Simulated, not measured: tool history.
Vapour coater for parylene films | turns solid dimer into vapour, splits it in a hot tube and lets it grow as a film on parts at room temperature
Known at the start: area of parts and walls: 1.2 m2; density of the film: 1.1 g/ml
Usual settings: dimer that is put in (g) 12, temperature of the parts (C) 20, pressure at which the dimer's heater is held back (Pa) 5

| run | day | dimer that is put in (g) | temperature of the parts (C) | pressure at which the dimer's heater is held back (Pa) | thickness of the film (um) |
|---|---|---|---|---|---|
| 1 | 0 | 12 | 20 | 5 | 4.97 |
| 2 | 0.296 | 12 | 20 | 5 | 5.04 |
| 3 | 0.604 | 12 | 20 | 5 | 4.94 |
| 4 | 1.183 | 12 | 26 | 5 | 4.17 |
| 5 | 1.8 | 12 | 20 | 9.32 | 4.26 |
| 6 | 2.312 | 12 | 20 | 5 | 4.88 |
| 7 | 2.692 | 12 | 20 | 5 | 4.97 |
| 8 | 3.058 | 12 | 20 | 5 | 4.88 |
| 9 | 3.467 | 12 | 20 | 5 | 4.86 |
| 10 | 4.112 | 12 | 20 | 5 | 4.79 |
| 11 | 4.767 | 12 | 20 | 5 | 4.77 |
| 12 | 5.212 | 12 | 20 | 5 | 4.74 |
| 13 | 5.696 | 12 | 20 | 5 | 4.77 |
| 14 | 6.175 | 12 | 20 | 5 | 4.75 |
| 15 | 6.8 | 12 | 20 | 5 | 4.73 |
| 16 | 7.158 | 6 | 20 | 5 | 2.36 |
| 17 | 7.575 | 12 | 20 | 5 | 4.67 |
| 18 | 8.221 | 12 | 20 | 11.03 | 3.82 |
|  | 8.829 | trap's valve overhauled |
| 19 | 9.075 | 12 | 20 | 11.03 | 4.47 |
| 20 | 9.421 | 12 | 20 | 11.03 | 4.44 |
| 21 | 10.133 | 15 | 15 | 2.59 | 9.11 |
| 22 | 10.712 | 12 | 21 | 2.79 | 5.96 |
| 23 | 11.338 | 12 | 21 | 2.79 | 5.94 |
| 24 | 11.642 | 11 | 12 | 3.08 | 7.03 |
| 25 | 12.208 | 11 | 12 | 3.08 | 6.93 |
| 26 | 12.721 | 11 | 12 | 3.08 | 6.81 |
| 27 | 13.296 | 11 | 12 | 3.08 | 6.84 |
| 28 | 13.912 | 6 | 13 | 3.08 | 3.62 |
| 29 | 14.267 | 9 | 13 | 7.23 | 4.46 |
| 30 | 14.817 | 9 | 13 | 7.23 | 4.41 |
| 31 | 15.254 | 9 | 13 | 7.23 | 4.35 |
| 32 | 15.858 | 9 | 13 | 7.23 | 4.34 |
| 33 | 16.217 | 12 | 18 | 8.06 | 4.79 |
| 34 | 16.792 | 12 | 18 | 8.06 | 4.76 |
| 35 | 17.467 | 21 | 29 | 8.06 | 5.93 |
| 36 | 18.129 | 21 | 29 | 8.06 | 5.84 |
| 37 | 18.721 | 15 | 15 | 8.06 | 6.49 |
| 38 | 19.096 | 20 | 15 | 2.12 | 11.67 |
| 39 | 19.546 | 19 | 20 | 5 | 7.81 |

Some steps in thickness of the film (um) between neighbouring runs. How much of each would the tool show without its hidden state too (settings, what came in, random variation), and how much is left for the hidden state, with any gauge scatter that isn't in both results?
The hidden state here: vapour lost through the trap's worn valve, %; true temperature of the parts over the reading, C; drift of the gauge itself on film_um, %.
Run 16 -> 17: dimer that is put in (g) 6 -> 12. thickness of the film (um) +2.31: hidden state -0.35, all else +2.66.
Run 18 -> 19: trap's valve overhauled. thickness of the film (um) +0.65: hidden state +0.66, all else -0.01.
Run 20 -> 21: dimer that is put in (g) 12 -> 15, temperature of the parts (C) 20 -> 15, pressure at which the dimer's heater is held back (Pa) 11.03 -> 2.59. thickness of the film (um) +4.67: hidden state -0.01, all else +4.68.
Run 37 -> 38: dimer that is put in (g) 15 -> 20, pressure at which the dimer's heater is held back (Pa) 8.06 -> 2.12. thickness of the film (um) +5.18: hidden state -0.45, all else +5.63.
Run 38 -> 39: dimer that is put in (g) 20 -> 19, temperature of the parts (C) 15 -> 20, pressure at which the dimer's heater is held back (Pa) 2.12 -> 5. thickness of the film (um) -3.86: hidden state +0.28, all else -4.14.
